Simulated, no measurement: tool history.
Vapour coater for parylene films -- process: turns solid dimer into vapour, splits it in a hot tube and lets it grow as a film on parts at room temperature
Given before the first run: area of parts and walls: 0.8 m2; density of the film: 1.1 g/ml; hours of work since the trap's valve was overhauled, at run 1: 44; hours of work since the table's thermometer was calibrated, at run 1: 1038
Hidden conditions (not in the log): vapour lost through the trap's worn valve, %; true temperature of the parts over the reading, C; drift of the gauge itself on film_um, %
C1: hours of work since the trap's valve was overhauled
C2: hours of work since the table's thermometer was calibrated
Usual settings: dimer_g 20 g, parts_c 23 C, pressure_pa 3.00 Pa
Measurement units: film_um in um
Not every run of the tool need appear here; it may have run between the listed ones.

Run 1, day 0.000: usual settings; C1 44; C2 1038. Result: film_um 16.36 um.
Run 2, day 1.288: usual settings but pressure_pa 6.10 Pa; C1 71; C2 1065. Result: film_um 13.90 um.
Run 3, day 2.071: usual settings but pressure_pa 11.44 Pa; C1 87; C2 1082. Result: film_um 11.83 um.
Run 4, day 3.038: usual settings but pressure_pa 11.44 Pa; C1 108; C2 1102. Result: film_um 11.83 um.
Run 5, day 4.250: usual settings; C1 133; C2 1128. Result: film_um 16.22 um.
At day 4.362: table's thermometer calibrated.
Run 6, day 5.029: usual settings but dimer_g 11 g, parts_c 35 C, pressure_pa 2.10 Pa; C1 149; C2 14. Result: film_um 7.33 um.
Run 7, day 6.217: usual settings but dimer_g 11 g, parts_c 35 C, pressure_pa 2.10 Pa; C1 174; C2 39. Result: film_um 7.36 um.
Run 8, day 7.033: usual settings but dimer_g 16 g, parts_c 21 C, pressure_pa 3.78 Pa; C1 191; C2 56. Result: film_um 12.42 um.
Run 9, day 8.004: usual settings but dimer_g 28 g, parts_c 17 C; C1 212; C2 77. Result: film_um 24.90 um.
Run 10, day 9.221: usual settings but dimer_g 36 g, parts_c 33 C, pressure_pa 3.51 Pa; C1 237; C2 103. Result: film_um 22.03 um.

A few steps of film_um between consecutive runs. Split each: what settings, incoming material and random variation would produce without the hidden state, and what is left over for the hidden state, along with gauge scatter present in only one of the two compared results (measured, and without hidden state):
Run 8 -> 9: dimer_g 16 -> 28, parts_c 21 -> 17, pressure_pa 3.78 -> 3.00. film_um +12.48 um: hidden state -0.99, all else +13.47.
